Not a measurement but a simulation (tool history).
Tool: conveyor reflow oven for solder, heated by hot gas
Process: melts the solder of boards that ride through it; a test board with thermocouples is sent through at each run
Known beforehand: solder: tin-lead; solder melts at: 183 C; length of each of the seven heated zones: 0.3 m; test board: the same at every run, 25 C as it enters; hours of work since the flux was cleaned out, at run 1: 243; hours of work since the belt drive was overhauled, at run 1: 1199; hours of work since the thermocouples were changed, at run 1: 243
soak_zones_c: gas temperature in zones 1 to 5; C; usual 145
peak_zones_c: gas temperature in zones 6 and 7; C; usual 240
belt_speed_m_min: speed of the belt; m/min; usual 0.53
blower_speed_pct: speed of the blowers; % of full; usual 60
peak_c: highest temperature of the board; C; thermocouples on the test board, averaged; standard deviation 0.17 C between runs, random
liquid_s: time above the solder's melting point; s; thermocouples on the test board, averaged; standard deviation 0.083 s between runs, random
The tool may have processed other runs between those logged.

run   hour  soak_zones_c  peak_zones_c  belt_speed_m_min  blower_speed_pct  hours of work since the flux was cleaned out  hours of work since the belt drive was overhauled  hours of work since the thermocouples were changed  peak_c  liquid_s
  1      0           145           240              0.53                60                                           243                                               1199                                                 243   218.7     53.33
      25.4  -- flux residue cleaned out of gas plates and filters
  2   39.3           145           240             0.605                60                                             7                                               1217                                                 260   213.4     42.54
        63  -- belt drive overhauled, speed set with a stopwatch
  3   69.4           145           240             0.605                60                                            21                                                  3                                                 274   213.3     42.66
  4  107.7           145           240             0.605                60                                            40                                                 23                                                 293   213.3     42.52
  5  157.1           145           240             0.605                60                                            66                                                 48                                                 319   213.3     42.49
  6  188.9           145           240             0.605                60                                            82                                                 65                                                 335   213.4     42.48
  7  245.1           145           240             0.605                60                                           111                                                 94                                                 364   212.9     42.44
  8  273.6           145           240              0.53                60                                           126                                                108                                                 379   218.8     53.52
  9  311.7           158           240              0.53                60                                           145                                                128                                                 398   221.5     60.34
 10  351.9           146           240              0.53                60                                           166                                                149                                                 419   218.7     53.81
 11  389.1           146           240              0.53                60                                           185                                                168                                                 438   219.1     53.97
 12  437.2           145           255              0.53                56                                           210                                                192                                                 463   229.7     60.22
 13  484.7           157           245             0.615                66                                           234                                                217                                                 487   222.2     51.75
 14  519.9           148           231             0.614                86                                           252                                                235                                                 505   214.7     44.68

Run 15, settings as shown, results not yet in. Your forecast:
     529.5  -- flux residue cleaned out of gas plates and filters
 15  569.1           148           231             0.614                86                                            20                                                258                                                 528       ?         ?

Run 15 gave peak_c 214.7 C, liquid_s 44.94 s.
If the tool had no hidden condition, the same run with the same run-to-run variation would have returned peak_c 214.7 C, liquid_s 44.95 s.
